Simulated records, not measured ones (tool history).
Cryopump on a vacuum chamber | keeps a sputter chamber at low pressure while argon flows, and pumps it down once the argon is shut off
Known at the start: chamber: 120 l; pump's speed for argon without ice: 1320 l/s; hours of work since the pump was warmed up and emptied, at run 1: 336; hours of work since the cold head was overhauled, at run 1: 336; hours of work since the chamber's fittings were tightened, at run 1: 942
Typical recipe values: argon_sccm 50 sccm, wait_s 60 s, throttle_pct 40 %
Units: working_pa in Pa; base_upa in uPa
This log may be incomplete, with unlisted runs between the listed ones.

| run | hour | argon_sccm | wait_s | throttle_pct | hours of work since the pump was warmed up and emptied | hours of work since the cold head was overhauled | hours of work since the chamber's fittings were tightened | working_pa | base_upa |
|---|---|---|---|---|---|---|---|---|---|
| 1 | 0.0 | 50 | 60 | 40 | 336 | 336 | 942 | 0.1815 | 1.57 |
| 2 | 10.4 | 50 | 60 | 40 | 342 | 342 | 949 | 0.1803 | 1.63 |
| 3 | 26.2 | 50 | 60 | 40 | 352 | 352 | 959 | 0.1829 | 1.65 |
| 4 | 36.5 | 50 | 60 | 40 | 359 | 359 | 965 | 0.1835 | 1.57 |
| 5 | 43.7 | 50 | 60 | 16 | 363 | 363 | 970 | 0.4270 | 1.62 |
| 6 | 58.2 | 50 | 270 | 40 | 372 | 372 | 979 | 0.1840 | 0.85 |
| 7 | 66.6 | 50 | 270 | 40 | 378 | 378 | 984 | 0.1853 | 0.87 |
| 8 | 79.3 | 50 | 270 | 40 | 386 | 386 | 992 | 0.1861 | 0.86 |
| 9 | 88.5 | 50 | 270 | 40 | 391 | 391 | 998 | 0.1853 | 0.84 |
|  | 101.4 | pump warmed up, emptied and cooled again |
| 10 | 101.6 | 50 | 270 | 40 | 0 | 396 | 1003 | 0.1606 | 0.69 |
| 11 | 109.9 | 50 | 270 | 40 | 5 | 402 | 1008 | 0.1608 | 0.68 |
| 12 | 123.9 | 50 | 270 | 40 | 14 | 410 | 1017 | 0.1618 | 0.69 |
| 13 | 136.1 | 50 | 34 | 40 | 22 | 418 | 1025 | 0.1610 | 2.19 |
| 14 | 149.0 | 50 | 60 | 43 | 30 | 426 | 1033 | 0.1498 | 1.50 |
| 15 | 160.9 | 50 | 60 | 43 | 37 | 434 | 1040 | 0.1513 | 1.50 |
| 16 | 176.7 | 50 | 60 | 43 | 47 | 444 | 1050 | 0.1523 | 1.50 |
| 17 | 190.9 | 50 | 60 | 33 | 56 | 453 | 1059 | 0.1968 | 1.51 |
| 18 | 204.8 | 22 | 57 | 25 | 65 | 461 | 1068 | 0.1146 | 1.53 |
| 19 | 218.4 | 21 | 273 | 23 | 74 | 470 | 1076 | 0.1181 | 0.68 |
| 20 | 226.1 | 21 | 273 | 15 | 78 | 475 | 1081 | 0.1806 | 0.72 |
| 21 | 242.2 | 21 | 75 | 32 | 88 | 485 | 1091 | 0.0862 | 1.33 |
| 22 | 251.1 | 21 | 72 | 22 | 94 | 490 | 1097 | 0.1242 | 1.33 |
| 23 | 266.3 | 50 | 26 | 40 | 104 | 500 | 1106 | 0.1650 | 2.86 |
| 24 | 273.5 | 36 | 60 | 40 | 108 | 505 | 1111 | 0.1187 | 1.52 |
| 25 | 287.7 | 48 | 60 | 20 | 117 | 513 | 1120 | 0.3124 | 1.50 |
| 26 | 303.5 | 51 | 292 | 24 | 127 | 523 | 1130 | 0.2795 | 0.78 |
| 27 | 318.9 | 77 | 22 | 43 | 137 | 533 | 1140 | 0.2419 | 3.32 |
| 28 | 329.9 | 36 | 63 | 29 | 144 | 540 | 1146 | 0.1657 | 1.48 |
| 29 | 345.9 | 50 | 60 | 37 | 154 | 550 | 1157 | 0.1805 | 1.57 |
| 30 | 360.9 | 48 | 28 | 40 | 163 | 559 | 1166 | 0.1632 | 2.73 |
| 31 | 374.3 | 26 | 268 | 32 | 172 | 568 | 1174 | 0.1086 | 0.80 |
| 32 | 381.6 | 26 | 268 | 32 | 176 | 572 | 1179 | 0.1095 | 0.80 |
| 33 | 389.1 | 26 | 268 | 32 | 181 | 577 | 1184 | 0.1093 | 0.78 |
| 34 | 401.6 | 26 | 268 | 32 | 189 | 585 | 1192 | 0.1095 | 0.81 |

Selected run-to-run steps in working_pa, each split into two signed amounts: the part the tool would show with no hidden state at all (from settings, incoming material and random variation), and the remainder, which goes to the hidden state together with any gauge scatter not common to the measured and the hidden-state-free results:
Hidden state present: pump's speed, % of a pump's without ice; cold plate's temperature, K; leak into the chamber, uPa l/s; drift of the gauge itself on working_pa, %; drift of the gauge itself on base_upa, %.
Run 4 -> 5: throttle_pct 40 -> 16. working_pa +0.2435 Pa: hidden state +0.0006, all else +0.2429.
Run 5 -> 6: wait_s 60 -> 270, throttle_pct 16 -> 40. working_pa -0.2430 Pa: hidden state +0.0007, all else -0.2437.
Run 9 -> 10: pump warmed up, emptied and cooled again. working_pa -0.0247 Pa: hidden state -0.0251, all else +0.0004.
Run 24 -> 25: argon_sccm 36 -> 48, throttle_pct 40 -> 20. working_pa +0.1937 Pa: hidden state +0.0019, all else +0.1918.
Run 26 -> 27: argon_sccm 51 -> 77, wait_s 292 -> 22, throttle_pct 24 -> 43. working_pa -0.0376 Pa: hidden state +0.0047, all else -0.0423.
Run 27 -> 28: argon_sccm 77 -> 36, wait_s 22 -> 63, throttle_pct 43 -> 29. working_pa -0.0762 Pa: hidden state -0.0060, all else -0.0702.
